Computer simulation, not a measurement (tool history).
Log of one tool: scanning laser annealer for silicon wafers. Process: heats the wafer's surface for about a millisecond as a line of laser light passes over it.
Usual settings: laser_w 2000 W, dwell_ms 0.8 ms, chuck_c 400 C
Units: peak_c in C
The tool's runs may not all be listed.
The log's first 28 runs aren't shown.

run	hour	laser_w	dwell_ms	chuck_c	peak_c
29	754.6	2000	0.799	404	1090
30	784.3	2080	0.599	371	990
31	806.9	1871	0.721	431	1028
32	842.9	2076	0.612	394	1014
33	863.7	1773	0.612	438	947
34	904.2	2158	0.612	402	1055
35	938.1	2138	0.602	402	1038
# hour 959.6: window over the wafer cleaned
36	982.7	1978	0.602	390	988
# hour 1010: optics aligned, line set to its width
37	1022.2	1749	0.687	392	958
38	1064.3	2069	0.687	412	1109
39	1088.1	2000	0.58	436	1048
40	1130.5	2000	0.58	436	1044

3 ways to go on from here, each from the tool as it stands after run 40. What would each give?
A	1150.8	2156	0.907	400	?
B	1150.8	2000	0.599	436	?
C	1150.8	1856	0.582	406	?

run	peak_c
A	1242
B	1052
C	962
Without the tool's hidden state the same runs would have given:
run	peak_c
A	1250
B	1058
C	968
